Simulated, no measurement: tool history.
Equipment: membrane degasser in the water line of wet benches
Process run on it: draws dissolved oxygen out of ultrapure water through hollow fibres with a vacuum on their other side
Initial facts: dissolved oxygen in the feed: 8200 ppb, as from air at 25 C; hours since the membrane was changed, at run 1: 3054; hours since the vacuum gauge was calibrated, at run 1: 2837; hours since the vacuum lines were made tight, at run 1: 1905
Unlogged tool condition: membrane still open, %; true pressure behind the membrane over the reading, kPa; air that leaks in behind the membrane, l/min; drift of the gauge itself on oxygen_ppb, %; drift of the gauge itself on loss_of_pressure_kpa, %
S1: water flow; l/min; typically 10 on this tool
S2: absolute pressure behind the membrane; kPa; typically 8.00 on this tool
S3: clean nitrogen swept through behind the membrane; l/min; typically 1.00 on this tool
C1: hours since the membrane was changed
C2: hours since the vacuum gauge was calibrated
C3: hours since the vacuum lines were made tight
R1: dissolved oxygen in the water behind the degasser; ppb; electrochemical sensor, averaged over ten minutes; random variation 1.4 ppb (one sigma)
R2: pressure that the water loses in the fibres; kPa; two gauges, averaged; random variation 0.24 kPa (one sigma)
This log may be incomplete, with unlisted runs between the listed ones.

run	hour	S1	S2	S3	C1	C2	C3	R1	R2
1	0.0	10	8.00	1.00	3054	2837	1905	148.2	64.33
2	123.2	10	8.00	1.00	3177	2960	2028	147.0	64.75
3	207.5	10	8.00	1.00	3261	3044	2112	147.8	65.12
4	271.6	10	8.00	1.00	3325	3108	2177	147.3	64.75
5	367.4	10	8.00	1.00	3421	3204	2272	148.2	64.69
6	485.0	10	8.00	1.00	3539	3322	2390	148.4	64.53
7	604.4	10	9.70	1.00	3658	3441	2509	186.4	64.73
8	667.2	10	9.70	1.00	3721	3504	2572	190.5	64.57
9	768.1	10	9.70	1.00	3822	3605	2673	190.6	64.64
10	862.9	10	9.70	1.00	3917	3699	2768	187.8	65.05
11	964.5	7	8.00	1.00	4018	3801	2870	97.0	45.36
12	1025.3	7	8.00	1.00	4079	3862	2930	96.6	45.92
13	1078.9	10	8.00	1.00	4133	3915	2984	150.4	65.01
14	1176.7	10	8.67	1.00	4230	4013	3082	167.3	65.39
15	1271.2	10	8.67	1.00	4325	4108	3176	165.5	66.02
16	1326.5	10	8.67	0.65	4380	4163	3232	231.2	65.01
17	1398.9	11	5.64	1.11	4453	4235	3304	104.0	71.52
18	1452.5	11	19.60	2.07	4506	4289	3357	255.8	71.80
19	1514.9	10	19.60	0.72	4569	4351	3420	550.2	65.33
20	1605.8	10	19.60	0.72	4660	4442	3511	541.5	65.26
21	1678.9	10	19.60	0.72	4733	4515	3584	540.8	65.47
22	1742.2	10	13.94	0.65	4796	4579	3647	409.7	65.97
23	1820.4	12	17.88	0.60	4874	4657	3725	679.2	78.42
24	1885.1	12	17.88	0.60	4939	4722	3790	668.3	78.88
25	1937.5	12	17.88	0.60	4991	4774	3843	670.4	79.06

Forecast run 26:
26	2003.0	12	17.88	0.60	5057	4840	3908	?	?

R1: 663.0 ppb
R2: 78.72 kPa
With the hidden condition absent and the run-to-run variation left alone, this run would have shown R1 638.4 ppb, R2 75.57 kPa.

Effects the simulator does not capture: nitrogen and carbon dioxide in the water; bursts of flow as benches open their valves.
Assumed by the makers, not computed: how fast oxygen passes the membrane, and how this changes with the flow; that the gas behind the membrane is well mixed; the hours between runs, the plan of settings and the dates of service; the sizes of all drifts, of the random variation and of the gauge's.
